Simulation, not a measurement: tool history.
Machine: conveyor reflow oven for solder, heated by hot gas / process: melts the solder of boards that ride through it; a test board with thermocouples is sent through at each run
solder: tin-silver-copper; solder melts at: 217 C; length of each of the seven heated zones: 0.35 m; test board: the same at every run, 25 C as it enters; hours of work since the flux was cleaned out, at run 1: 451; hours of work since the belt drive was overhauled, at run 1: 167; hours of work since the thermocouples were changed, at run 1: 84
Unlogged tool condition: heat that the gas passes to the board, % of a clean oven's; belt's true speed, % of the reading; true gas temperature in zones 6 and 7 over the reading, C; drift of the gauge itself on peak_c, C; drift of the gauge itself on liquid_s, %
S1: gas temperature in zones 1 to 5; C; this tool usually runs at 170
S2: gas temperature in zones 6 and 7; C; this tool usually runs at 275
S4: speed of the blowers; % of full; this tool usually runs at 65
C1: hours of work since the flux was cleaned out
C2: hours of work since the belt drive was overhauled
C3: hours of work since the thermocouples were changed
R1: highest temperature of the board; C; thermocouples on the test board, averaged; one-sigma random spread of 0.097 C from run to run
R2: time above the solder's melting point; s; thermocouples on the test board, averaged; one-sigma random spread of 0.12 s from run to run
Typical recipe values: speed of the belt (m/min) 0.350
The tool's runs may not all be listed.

Run 1, hour 0.0: usual settings; C1 451; C2 167; C3 84. Result: R1 262.37 C, R2 99.5 s.
Run 2, hour 4.0: usual settings but S2 278 C; C1 452; C2 169; C3 85. Result: R1 265.18 C, R2 101.9 s.
Run 3, hour 8.1: usual settings but S2 278 C; C1 454; C2 171; C3 87. Result: R1 265.15 C, R2 101.9 s.
Run 4, hour 14.6: usual settings but S2 278 C; C1 457; C2 174; C3 90. Result: R1 265.32 C, R2 101.9 s.
Run 5, hour 19.3: usual settings but S2 278 C; C1 459; C2 176; C3 92. Result: R1 265.29 C, R2 102.0 s.
Run 6, hour 24.8: usual settings but S1 167 C, S2 278 C; C1 461; C2 178; C3 94. Result: R1 264.79 C, R2 100.1 s.
Run 7, hour 29.9: usual settings but S1 167 C, S2 278 C, speed of the belt (m/min) 0.342; C1 463; C2 180; C3 96. Result: R1 265.68 C, R2 103.3 s.
Run 8, hour 34.0: usual settings but S1 167 C, S2 278 C, speed of the belt (m/min) 0.342; C1 465; C2 182; C3 98. Result: R1 265.48 C, R2 103.0 s.
Run 9, hour 38.1: usual settings; C1 467; C2 184; C3 100. Result: R1 262.55 C, R2 99.4 s.
Run 10, hour 42.8: usual settings; C1 469; C2 186; C3 102. Result: R1 262.42 C, R2 99.5 s.
Run 11, hour 48.0: usual settings; C1 471; C2 188; C3 104. Result: R1 262.56 C, R2 99.6 s.
Run 12, hour 53.6: usual settings but speed of the belt (m/min) 0.322; C1 474; C2 191; C3 107. Result: R1 264.66 C, R2 111.1 s.
Run 13, hour 58.6: usual settings but speed of the belt (m/min) 0.322; C1 476; C2 193; C3 109. Result: R1 264.82 C, R2 111.2 s.
Run 14, hour 64.9: usual settings but speed of the belt (m/min) 0.322; C1 479; C2 195; C3 112. Result: R1 264.68 C, R2 111.0 s.
Run 15, hour 70.6: usual settings but speed of the belt (m/min) 0.322; C1 481; C2 198; C3 114. Result: R1 264.58 C, R2 111.4 s.
Run 16, hour 75.2: usual settings but S2 278 C, speed of the belt (m/min) 0.341; C1 483; C2 200; C3 116. Result: R1 265.97 C, R2 105.4 s.
Run 17, hour 84.1: usual settings but S1 162 C, S2 268 C; C1 487; C2 204; C3 120. Result: R1 254.75 C, R2 88.8 s.
Run 18, hour 92.5: usual settings but S1 162 C, S2 268 C; C1 491; C2 207; C3 123. Result: R1 254.76 C, R2 88.6 s.
At hour 98.4: flux residue cleaned out of gas plates and filters.
Run 19, hour 105.4: usual settings but S1 182 C, S2 266 C, speed of the belt (m/min) 0.361, S4 63 % of full; C1 3; C2 211; C3 127. Result: R1 256.56 C, R2 98.3 s.
Run 20, hour 109.8: usual settings but S1 182 C, S2 265 C, speed of the belt (m/min) 0.361, S4 84 % of full; C1 5; C2 213; C3 129. Result: R1 257.94 C, R2 100.6 s.
Run 21, hour 116.6: usual settings but S1 182 C, S2 265 C, speed of the belt (m/min) 0.361, S4 84 % of full; C1 8; C2 216; C3 132. Result: R1 258.15 C, R2 100.6 s.
Run 22, hour 124.7: usual settings but S1 182 C, S2 265 C, speed of the belt (m/min) 0.361, S4 84 % of full; C1 11; C2 219; C3 135. Result: R1 258.03 C, R2 100.6 s.
Run 23, hour 131.5: usual settings but S2 281 C, S4 59 % of full; C1 14; C2 222; C3 138. Result: R1 269.34 C, R2 105.1 s.
Run 24, hour 137.2: usual settings but S1 178 C, S4 77 % of full; C1 17; C2 225; C3 141. Result: R1 267.10 C, R2 107.7 s.
Run 25, hour 141.2: usual settings but S1 178 C, S4 77 % of full; C1 19; C2 226; C3 142. Result: R1 266.90 C, R2 107.6 s.
Run 26, hour 146.4: usual settings but S1 178 C, S2 269 C, speed of the belt (m/min) 0.333, S4 63 % of full; C1 21; C2 229; C3 145. Result: R1 260.60 C, R2 108.4 s.
Run 27, hour 154.9: usual settings but S2 289 C; C1 24; C2 232; C3 148. Result: R1 277.99 C, R2 110.6 s.
Run 28, hour 159.6: usual settings but S1 181 C, S2 277 C, speed of the belt (m/min) 0.413, S4 70 % of full; C1 26; C2 234; C3 150. Result: R1 264.14 C, R2 89.9 s.
Run 29, hour 167.8: usual settings but S1 181 C, S2 277 C, speed of the belt (m/min) 0.413, S4 70 % of full; C1 30; C2 238; C3 154. Result: R1 264.19 C, R2 89.8 s.
Run 30, hour 174.0: usual settings but S1 181 C, S2 277 C, speed of the belt (m/min) 0.413, S4 70 % of full; C1 33; C2 240; C3 157. Result: R1 263.96 C, R2 90.0 s.

What differs in the tool's unlogged condition from the final listed run ahead of each entry between runs to the first listed run following it?
Run 18 -> run 19: flux residue cleaned out of gas plates and filters (hour 98.4)
  heat that the gas passes to the board, % of a clean oven's: 86.6 -> 99.8; belt's true speed, % of the reading: 99.83 -> 99.82; true gas temperature in zones 6 and 7 over the reading, C: 0.02 -> 0.03
  measured result minus the result with no hidden state, R1: -2.29 -> +0.04 C; R2: -3.2 -> +0.2 s
